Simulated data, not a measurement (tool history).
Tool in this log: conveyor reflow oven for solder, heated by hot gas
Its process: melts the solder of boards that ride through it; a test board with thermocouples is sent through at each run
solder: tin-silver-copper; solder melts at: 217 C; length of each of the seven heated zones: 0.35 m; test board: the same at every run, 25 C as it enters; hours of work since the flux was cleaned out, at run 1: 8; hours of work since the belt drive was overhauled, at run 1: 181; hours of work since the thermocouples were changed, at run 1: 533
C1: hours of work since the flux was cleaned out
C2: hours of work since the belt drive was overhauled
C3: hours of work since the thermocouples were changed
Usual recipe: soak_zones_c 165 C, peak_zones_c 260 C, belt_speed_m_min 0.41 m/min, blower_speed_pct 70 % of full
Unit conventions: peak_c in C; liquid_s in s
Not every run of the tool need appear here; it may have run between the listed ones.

{"run": 1, "hour": 0.0, "soak_zones_c": 165, "peak_zones_c": 260, "belt_speed_m_min": 0.41, "blower_speed_pct": 70, "C1": 8, "C2": 181, "C3": 533, "peak_c": 248.2, "liquid_s": 70.1}
{"run": 2, "hour": 15.2, "soak_zones_c": 165, "peak_zones_c": 260, "belt_speed_m_min": 0.41, "blower_speed_pct": 70, "C1": 16, "C2": 189, "C3": 541, "peak_c": 248.5, "liquid_s": 70.4}
{"run": 3, "hour": 25.3, "soak_zones_c": 165, "peak_zones_c": 264, "belt_speed_m_min": 0.41, "blower_speed_pct": 70, "C1": 22, "C2": 194, "C3": 546, "peak_c": 251.6, "liquid_s": 73.9}
{"run": 4, "hour": 37.0, "soak_zones_c": 165, "peak_zones_c": 260, "belt_speed_m_min": 0.41, "blower_speed_pct": 70, "C1": 28, "C2": 201, "C3": 552, "peak_c": 248.4, "liquid_s": 70.1}
{"run": 5, "hour": 46.6, "soak_zones_c": 165, "peak_zones_c": 260, "belt_speed_m_min": 0.366, "blower_speed_pct": 70, "C1": 33, "C2": 206, "C3": 557, "peak_c": 251, "liquid_s": 83.4}
{"run": 6, "hour": 55.2, "soak_zones_c": 165, "peak_zones_c": 260, "belt_speed_m_min": 0.486, "blower_speed_pct": 70, "C1": 37, "C2": 210, "C3": 562, "peak_c": 242.6, "liquid_s": 51.1}
{"run": 7, "hour": 69.6, "soak_zones_c": 165, "peak_zones_c": 260, "belt_speed_m_min": 0.486, "blower_speed_pct": 70, "C1": 45, "C2": 218, "C3": 569, "peak_c": 242.7, "liquid_s": 51.5}
{"run": 8, "hour": 80.8, "soak_zones_c": 165, "peak_zones_c": 262, "belt_speed_m_min": 0.486, "blower_speed_pct": 70, "C1": 51, "C2": 224, "C3": 575, "peak_c": 243.9, "liquid_s": 52.9}
{"run": 9, "hour": 93.3, "soak_zones_c": 165, "peak_zones_c": 262, "belt_speed_m_min": 0.486, "blower_speed_pct": 70, "C1": 57, "C2": 230, "C3": 582, "peak_c": 244.1, "liquid_s": 53.3}
{"run": 10, "hour": 99.5, "soak_zones_c": 165, "peak_zones_c": 262, "belt_speed_m_min": 0.486, "blower_speed_pct": 70, "C1": 60, "C2": 233, "C3": 585, "peak_c": 244.5, "liquid_s": 53}
{"run": 11, "hour": 111.3, "soak_zones_c": 165, "peak_zones_c": 260, "belt_speed_m_min": 0.41, "blower_speed_pct": 70, "C1": 67, "C2": 239, "C3": 591, "peak_c": 247.5, "liquid_s": 69.4}
{"run": 12, "hour": 117.8, "soak_zones_c": 151, "peak_zones_c": 270, "belt_speed_m_min": 0.38, "blower_speed_pct": 74, "C1": 70, "C2": 243, "C3": 595, "peak_c": 258.6, "liquid_s": 80.6}
{"hour": 122.8, "done": "belt drive overhauled, speed set with a stopwatch"}
{"run": 13, "hour": 135.6, "soak_zones_c": 171, "peak_zones_c": 263, "belt_speed_m_min": 0.35, "blower_speed_pct": 70, "C1": 77, "C2": 7, "C3": 602, "peak_c": 256, "liquid_s": 94.9}
{"run": 14, "hour": 145.5, "soak_zones_c": 158, "peak_zones_c": 261, "belt_speed_m_min": 0.415, "blower_speed_pct": 88, "C1": 82, "C2": 12, "C3": 607, "peak_c": 250.1, "liquid_s": 69.3}
{"run": 15, "hour": 155.2, "soak_zones_c": 170, "peak_zones_c": 263, "belt_speed_m_min": 0.415, "blower_speed_pct": 88, "C1": 87, "C2": 17, "C3": 612, "peak_c": 253.2, "liquid_s": 76.7}
{"run": 16, "hour": 161.4, "soak_zones_c": 165, "peak_zones_c": 268, "belt_speed_m_min": 0.379, "blower_speed_pct": 70, "C1": 91, "C2": 20, "C3": 615, "peak_c": 257.3, "liquid_s": 85.7}
{"run": 17, "hour": 171.1, "soak_zones_c": 165, "peak_zones_c": 274, "belt_speed_m_min": 0.448, "blower_speed_pct": 70, "C1": 96, "C2": 25, "C3": 620, "peak_c": 257.1, "liquid_s": 70.9}
{"run": 18, "hour": 178.5, "soak_zones_c": 165, "peak_zones_c": 274, "belt_speed_m_min": 0.463, "blower_speed_pct": 78, "C1": 100, "C2": 29, "C3": 624, "peak_c": 257.6, "liquid_s": 68.7}
{"hour": 192.7, "done": "belt drive overhauled, speed set with a stopwatch, once more"}
{"run": 19, "hour": 192.7, "soak_zones_c": 150, "peak_zones_c": 261, "belt_speed_m_min": 0.386, "blower_speed_pct": 58, "C1": 105, "C2": 0, "C3": 630, "peak_c": 246, "liquid_s": 65}
{"run": 20, "hour": 207.0, "soak_zones_c": 150, "peak_zones_c": 261, "belt_speed_m_min": 0.386, "blower_speed_pct": 58, "C1": 112, "C2": 7, "C3": 637, "peak_c": 245.6, "liquid_s": 64.5}
{"run": 21, "hour": 214.2, "soak_zones_c": 150, "peak_zones_c": 261, "belt_speed_m_min": 0.386, "blower_speed_pct": 58, "C1": 116, "C2": 11, "C3": 641, "peak_c": 245.9, "liquid_s": 65}

Each row is a separate what-if for the run after 21, all from the same tool condition, not one after another. Results?
{"run": "A", "hour": 228.1, "soak_zones_c": 150, "peak_zones_c": 254, "belt_speed_m_min": 0.386, "blower_speed_pct": 58, "C1": 123, "C2": 19, "C3": 648, "peak_c": "?", "liquid_s": "?"}
{"run": "B", "hour": 228.1, "soak_zones_c": 169, "peak_zones_c": 261, "belt_speed_m_min": 0.386, "blower_speed_pct": 78, "C1": 123, "C2": 19, "C3": 648, "peak_c": "?", "liquid_s": "?"}
{"run": "C", "hour": 228.1, "soak_zones_c": 179, "peak_zones_c": 260, "belt_speed_m_min": 0.41, "blower_speed_pct": 80, "C1": 123, "C2": 19, "C3": 648, "peak_c": "?", "liquid_s": "?"}

run=A peak_c=239.4 liquid_s=56.1
run=B peak_c=251.8 liquid_s=80.8
run=C peak_c=250.6 liquid_s=79.7
What these runs would have given with no unlogged condition in the tool:
run=A peak_c=238.7 liquid_s=55.6
run=B peak_c=250.9 liquid_s=80.4
run=C peak_c=249.8 liquid_s=79.3
